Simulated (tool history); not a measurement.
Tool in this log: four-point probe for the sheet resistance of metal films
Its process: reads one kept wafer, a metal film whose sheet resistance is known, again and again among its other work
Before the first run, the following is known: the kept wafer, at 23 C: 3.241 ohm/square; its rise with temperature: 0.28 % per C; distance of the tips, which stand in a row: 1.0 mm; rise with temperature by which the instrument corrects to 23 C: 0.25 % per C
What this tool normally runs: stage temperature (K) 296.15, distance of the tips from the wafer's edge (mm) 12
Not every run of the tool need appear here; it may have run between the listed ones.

run	hour	stage temperature (K)	distance of the tips from the wafer's edge (mm)	sheet resistance as the instrument gives it (ohm/square)
1	0	296.15	12	3.265474
2	14.9	296.15	12	3.264545
3	23.2	296.15	12	3.26501
4	33.1	296.15	12	3.2652
5	41.5	296.15	12	3.2664
6	54.1	296.15	12	3.264021
7	63.8	296.15	6	3.300673
8	78.3	296.15	12	3.265156
9	90.7	296.15	12	3.264755
10	101.3	296.15	3	3.436157
11	115.4	301.15	12	3.270365
12	125.6	301.15	12	3.2703
13	139.9	301.15	12	3.270185
14	158.4	301.15	12	3.268637
15	175.5	303.15	12	3.272868
16	185.2	294.15	12	3.265011
17	198.9	296.15	12	3.266004
18	212.1	296.15	12	3.266572
19	228.8	292.15	73	3.252044
20	239.3	303.15	6	3.3092
21	257.6	291.15	17	3.257266
22	272.6	295.15	5	3.323081
23	288.5	305.15	67	3.263347
24	304.9	305.15	67	3.262369
25	319	305.15	13	3.274402
26	330.6	292.15	7	3.287619
27	343.5	300.15	4	3.363211
28	355	304.15	49	3.262886
29	371	303.15	14	3.271118
30	380.4	295.15	73	3.25649
31	393.4	295.15	73	3.255799
32	409.3	304.15	5	3.333057
33	422.4	307.15	69	3.266139
34	431.1	307.15	69	3.265487
35	446.1	295.15	51	3.257475
36	464.5	296.15	9	3.278573

5 options for the next run, each taken on its own from the tool as it stands now. Forecast them:
A	483.2	299.15	40	?
B	483.2	307.15	14	?
C	483.2	296.15	36	?
D	483.2	298.15	11	?
E	483.2	302.15	71	?

run	sheet resistance as the instrument gives it (ohm/square)
A	3.25988
B	3.274219
C	3.258651
D	3.272203
E	3.262877
Had the tool no hidden state, the same runs would have come out as:
run	sheet resistance as the instrument gives it (ohm/square)
A	3.243492
B	3.257793
C	3.242257
D	3.255753
E	3.246485
